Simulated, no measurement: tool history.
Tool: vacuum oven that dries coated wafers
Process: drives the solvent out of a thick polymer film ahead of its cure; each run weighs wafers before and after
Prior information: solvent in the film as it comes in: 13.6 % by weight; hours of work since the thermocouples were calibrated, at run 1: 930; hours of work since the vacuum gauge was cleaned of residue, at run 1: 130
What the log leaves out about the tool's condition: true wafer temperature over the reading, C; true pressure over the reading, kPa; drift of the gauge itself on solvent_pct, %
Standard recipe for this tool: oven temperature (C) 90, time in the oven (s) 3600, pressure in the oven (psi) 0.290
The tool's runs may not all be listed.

run	hour	oven temperature (C)	time in the oven (s)	pressure in the oven (psi)	hours of work since the thermocouples were calibrated	hours of work since the vacuum gauge was cleaned of residue	solvent left in the film (%)
1	0.0	90	3600	0.290	930	130	2.33
2	40.0	90	3600	0.264	953	152	2.20
3	83.3	90	3600	0.264	977	177	2.29
4	125.7	90	3600	0.264	1001	201	2.23
5	153.1	90	3600	0.290	1016	216	2.42
6	177.8	90	3600	0.290	1030	230	2.39
7	220.8	100	3600	0.290	1054	254	1.21
8	262.4	100	3600	0.290	1078	278	1.19
9	292.1	100	3600	0.290	1095	294	1.25
10	341.4	100	3600	0.290	1122	322	1.24
11	383.7	100	3600	0.290	1146	346	1.25
12	426.4	86	1980	0.300	1170	370	5.41
13	478.0	77	3660	0.152	1199	399	5.25
14	513.2	94	2280	0.290	1219	419	2.77
15	548.5	90	3420	0.474	1239	439	3.65
16	597.6	105	3600	0.268	1267	466	0.90
17	628.8	82	1860	0.489	1284	484	7.85
18	656.5	98	2340	1.038	1300	500	4.85

What if the next run were any one of these 5? Each begins from the tool's condition after run 18:
# hour 673.8: oven's thermocouples calibrated
A	702.8	101	2340	0.175	16	525	?
# hour 673.8: oven's thermocouples calibrated
B	702.8	90	5760	0.361	16	525	?
# hour 673.8: oven's thermocouples calibrated
C	702.8	90	1980	0.724	16	525	?
# hour 673.8: oven's thermocouples calibrated
D	702.8	76	4740	0.242	16	525	?
# hour 673.8: oven's thermocouples calibrated
E	702.8	84	3600	0.290	16	525	?

run	solvent left in the film (%)
A	0.86
B	2.03
C	5.51
D	4.80
E	3.50
Without the tool's unlogged condition, the same runs would have read:
run	solvent left in the film (%)
A	0.82
B	1.97
C	5.44
D	4.69
E	3.41
